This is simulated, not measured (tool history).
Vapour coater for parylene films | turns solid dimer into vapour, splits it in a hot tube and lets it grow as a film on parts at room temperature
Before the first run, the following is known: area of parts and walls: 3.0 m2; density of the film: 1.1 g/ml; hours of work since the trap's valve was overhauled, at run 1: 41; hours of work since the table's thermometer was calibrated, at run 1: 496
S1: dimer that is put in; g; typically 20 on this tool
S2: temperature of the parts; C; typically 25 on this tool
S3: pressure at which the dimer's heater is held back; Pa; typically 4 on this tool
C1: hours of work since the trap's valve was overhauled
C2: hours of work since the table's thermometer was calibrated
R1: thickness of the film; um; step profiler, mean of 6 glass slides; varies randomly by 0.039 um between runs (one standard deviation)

Run 1, day 0: usual settings; C1 41; C2 496. Result: R1 4.05 um.
Run 2, day 1.338: usual settings but S2 37 C; C1 62; C2 518. Result: R1 2.62 um.
Run 3, day 2.746: usual settings; C1 84; C2 540. Result: R1 4.06 um.
Run 4, day 4.812: usual settings but S3 9.32 Pa; C1 117; C2 573. Result: R1 3.61 um.
Run 5, day 6.312: usual settings; C1 141; C2 597. Result: R1 3.91 um.
Run 6, day 7.475: usual settings but S3 3.33 Pa; C1 160; C2 615. Result: R1 4.09 um.
Run 7, day 8.5: usual settings but S3 4.05 Pa; C1 176; C2 631. Result: R1 3.94 um.
Run 8, day 10.238: usual settings but S3 4.05 Pa; C1 203; C2 659. Result: R1 3.87 um.
Run 9, day 11.783: usual settings but S3 4.05 Pa; C1 228; C2 684. Result: R1 3.85 um.
Run 10, day 13.646: usual settings but S1 18 g, S3 4.05 Pa; C1 258; C2 713. Result: R1 3.44 um.
Run 11, day 15.717: usual settings; C1 291; C2 746. Result: R1 3.82 um.
Run 12, day 17.029: usual settings; C1 312; C2 767. Result: R1 3.85 um.
Run 13, day 18.238: usual settings; C1 331; C2 786. Result: R1 3.77 um.
Run 14, day 20.138: usual settings; C1 361; C2 816. Result: R1 3.7 um.
Run 15, day 21.875: usual settings but S2 26 C; C1 389; C2 844. Result: R1 3.54 um.
Run 16, day 23: usual settings but S2 26 C; C1 406; C2 862. Result: R1 3.49 um.
At day 24.75: trap's valve overhauled.
Run 17, day 25.246: usual settings but S2 26 C; C1 8; C2 895. Result: R1 3.99 um.
Run 18, day 26.492: usual settings but S2 26 C, S3 7.84 Pa; C1 28; C2 915. Result: R1 3.63 um.
Run 19, day 27.429: usual settings but S1 34 g, S2 20 C; C1 43; C2 930. Result: R1 8.38 um.
Run 20, day 29.383: usual settings but S1 34 g, S2 20 C; C1 74; C2 961. Result: R1 8.22 um.
Run 21, day 30.4: usual settings but S1 34 g, S2 20 C; C1 90; C2 977. Result: R1 8.22 um.
Run 22, day 31.762: usual settings but S1 34 g, S2 20 C; C1 112; C2 999. Result: R1 8.08 um.
Run 23, day 33.308: usual settings but S1 34 g, S2 20 C; C1 136; C2 1023. Result: R1 7.97 um.
Run 24, day 34.671: usual settings but S1 34 g, S2 20 C, S3 9.12 Pa; C1 158; C2 1045. Result: R1 7.26 um.
Run 25, day 36.675: usual settings but S1 34 g, S2 20 C, S3 9.12 Pa; C1 190; C2 1077. Result: R1 7.27 um.
Run 26, day 38.45: usual settings but S1 35 g; C1 218; C2 1105. Result: R1 6.76 um.
Run 27, day 39.504: usual settings but S1 35 g, S2 31 C; C1 235; C2 1122. Result: R1 5.33 um.
Run 28, day 41.621: usual settings but S1 9 g, S3 7.46 Pa; C1 268; C2 1156. Result: R1 1.53 um.
Run 29, day 43.179: usual settings but S1 23 g; C1 293; C2 1180. Result: R1 4.25 um.
Run 30, day 45.054: usual settings but S1 26 g, S3 3.89 Pa; C1 323; C2 1210. Result: R1 4.88 um.

Run 31 comes next. What will it give?
Run 31, day 47.046: usual settings but S1 28 g, S2 32 C, S3 7.84 Pa; C1 355; C2 1242. Result: R1 ?.

R1: 3.63 um
If the tool had no hidden condition, the same run with the same run-to-run variation would have returned R1 4.16 um.
